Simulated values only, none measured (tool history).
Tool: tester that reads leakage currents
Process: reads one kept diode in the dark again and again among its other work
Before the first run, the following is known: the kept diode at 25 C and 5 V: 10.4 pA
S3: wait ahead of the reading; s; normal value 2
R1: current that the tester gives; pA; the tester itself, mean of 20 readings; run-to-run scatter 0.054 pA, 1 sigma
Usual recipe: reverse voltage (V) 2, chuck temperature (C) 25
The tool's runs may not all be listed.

Run 1, hour 0: usual settings. Result: R1 6.86 pA.
Run 2, hour 182.6: usual settings but chuck temperature (C) 40. Result: R1 22.3 pA.
Run 3, hour 367.2: usual settings but chuck temperature (C) 40. Result: R1 22.19 pA.
Run 4, hour 528.4: usual settings but chuck temperature (C) 40. Result: R1 22.26 pA.
Run 5, hour 769: usual settings. Result: R1 6.88 pA.
At hour 795.8: chuck's temperature calibrated.
Run 6, hour 996.3: usual settings but chuck temperature (C) 42. Result: R1 26.03 pA.
Run 7, hour 1281.4: usual settings but chuck temperature (C) 42. Result: R1 26.09 pA.
At hour 1437.4: probe card cleaned and baked.
Run 8, hour 1569.2: usual settings. Result: R1 6.79 pA.
Run 9, hour 1785.9: usual settings. Result: R1 6.8 pA.
Run 10, hour 1989: usual settings. Result: R1 6.81 pA.
Run 11, hour 2218.7: usual settings. Result: R1 6.87 pA.
Run 12, hour 2398: usual settings. Result: R1 6.79 pA.
Run 13, hour 2627.6: usual settings but S3 1.19 s. Result: R1 7.04 pA.
At hour 2829.2: tester calibrated.
Run 14, hour 2837.6: usual settings but S3 1.19 s. Result: R1 7.06 pA.
Run 15, hour 3050.6: usual settings. Result: R1 6.8 pA.
Run 16, hour 3182.1: usual settings but reverse voltage (V) 2.4. Result: R1 7.48 pA.
Run 17, hour 3461.8: usual settings but reverse voltage (V) 2.4. Result: R1 7.47 pA.
Run 18, hour 3678.5: usual settings. Result: R1 6.77 pA.
Run 19, hour 3829.6: usual settings. Result: R1 6.75 pA.
At hour 4025: chuck's temperature calibrated.
Run 20, hour 4040: usual settings but reverse voltage (V) 14.84. Result: R1 20.76 pA.
Run 21, hour 4172.4: usual settings but S3 3.26 s. Result: R1 6.73 pA.
Run 22, hour 4442.2: usual settings but chuck temperature (C) 22, S3 3.18 s. Result: R1 5.31 pA.
Run 23, hour 4666.7: usual settings but chuck temperature (C) 35, S3 0.69 s. Result: R1 15.65 pA.
Run 24, hour 4828.5: usual settings but chuck temperature (C) 23. Result: R1 5.79 pA.
At hour 4845.4: probe card cleaned and baked.
Run 25, hour 5062.5: usual settings but chuck temperature (C) 27, S3 0.48 s. Result: R1 8.8 pA.
Run 26, hour 5249.1: usual settings but chuck temperature (C) 26, S3 6 s. Result: R1 7.29 pA.
Run 27, hour 5488.3: usual settings but reverse voltage (V) 17.65, chuck temperature (C) 33, S3 2.21 s. Result: R1 41.38 pA.
Run 28, hour 5761.3: usual settings but reverse voltage (V) 3.09, chuck temperature (C) 33, S3 0.66 s. Result: R1 17.14 pA.
Run 29, hour 5989.4: usual settings but reverse voltage (V) 3.09, chuck temperature (C) 23, S3 0.33 s. Result: R1 9.63 pA.
Run 30, hour 6249.4: usual settings but chuck temperature (C) 33, S3 0.97 s. Result: R1 13.26 pA.
Run 31, hour 6451.7: usual settings but chuck temperature (C) 20. Result: R1 4.64 pA.
Run 32, hour 6618.7: usual settings but reverse voltage (V) 1.07, S3 2.1 s. Result: R1 4.82 pA.
Run 33, hour 6882.2: usual settings but reverse voltage (V) 7.2, chuck temperature (C) 34, S3 2.37 s. Result: R1 27.54 pA.
Run 34, hour 7016.8: usual settings but reverse voltage (V) 4.38. Result: R1 10.42 pA.
Run 35, hour 7175.6: usual settings but reverse voltage (V) 4.38. Result: R1 10.5 pA.
At hour 7243.8: chuck's temperature calibrated.
Run 36, hour 7317.5: usual settings but reverse voltage (V) 4.81, chuck temperature (C) 27, S3 4.25 s. Result: R1 12.57 pA.
Run 37, hour 7560.5: usual settings but reverse voltage (V) 1.07, chuck temperature (C) 27, S3 4.12 s. Result: R1 5.57 pA.
Run 38, hour 7779.9: usual settings but reverse voltage (V) 3.13, chuck temperature (C) 34, S3 1.02 s. Result: R1 18.05 pA.
Run 39, hour 8008.3: usual settings but chuck temperature (C) 42, S3 2.13 s. Result: R1 25.93 pA.

4 options for the next run, each taken on its own from the tool as it stands now. Forecast them:
Run A, hour 8198.9: usual settings but chuck temperature (C) 42, S3 2.95 s. Result: R1 ?.
Run B, hour 8198.9: usual settings but reverse voltage (V) 1.89, chuck temperature (C) 39, S3 2.13 s. Result: R1 ?.
Run C, hour 8198.9: usual settings but chuck temperature (C) 56, S3 2.13 s. Result: R1 ?.
Run D, hour 8198.9: usual settings but chuck temperature (C) 38, S3 1.67 s. Result: R1 ?.

run     R1
  A  25.73
  B  19.98
  C  71.28
  D  19.26
Had the tool no hidden state, the same runs would have come out as:
run     R1
  A  25.73
  B  19.97
  C  71.28
  D  19.26

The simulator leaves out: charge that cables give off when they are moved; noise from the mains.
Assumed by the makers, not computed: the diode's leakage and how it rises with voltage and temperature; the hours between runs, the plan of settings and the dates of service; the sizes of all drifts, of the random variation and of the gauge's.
